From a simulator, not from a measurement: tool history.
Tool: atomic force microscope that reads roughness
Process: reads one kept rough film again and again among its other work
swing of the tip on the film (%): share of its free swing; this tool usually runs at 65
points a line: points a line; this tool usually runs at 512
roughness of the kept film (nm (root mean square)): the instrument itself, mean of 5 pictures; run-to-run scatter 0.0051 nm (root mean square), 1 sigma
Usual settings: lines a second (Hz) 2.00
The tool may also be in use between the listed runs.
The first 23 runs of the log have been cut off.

run,day,lines a second (Hz),swing of the tip on the film (%),points a line,roughness of the kept film (nm (root mean square))
24,9.379,2.00,86,646,0.969
25,9.667,0.56,68,646,1.154
26,9.971,2.52,58,626,1.118
27,10.525,2.00,77,330,1.036
28,10.783,2.00,77,330,1.042
29,11.075,1.36,65,298,1.119
30,11.492,2.31,56,582,1.130
31,11.883,1.02,59,280,1.152
32,12.362,3.77,89,691,0.807
33,12.729,3.77,89,691,0.804
34,13.171,1.17,57,315,1.136

5 options for the next run, each taken on its own from the tool as it stands now. Forecast them:
A,13.629,0.78,75,263,?
B,13.629,2.00,58,512,?
C,13.629,1.31,64,512,?
D,13.629,2.47,78,441,?
E,13.629,2.54,65,644,?

run,roughness of the kept film (nm (root mean square))
A,1.117
B,1.128
C,1.130
D,1.001
E,1.082
What these runs would have given with no unlogged condition in the tool:
run,roughness of the kept film (nm (root mean square))
A,1.118
B,1.129
C,1.131
D,1.002
E,1.083

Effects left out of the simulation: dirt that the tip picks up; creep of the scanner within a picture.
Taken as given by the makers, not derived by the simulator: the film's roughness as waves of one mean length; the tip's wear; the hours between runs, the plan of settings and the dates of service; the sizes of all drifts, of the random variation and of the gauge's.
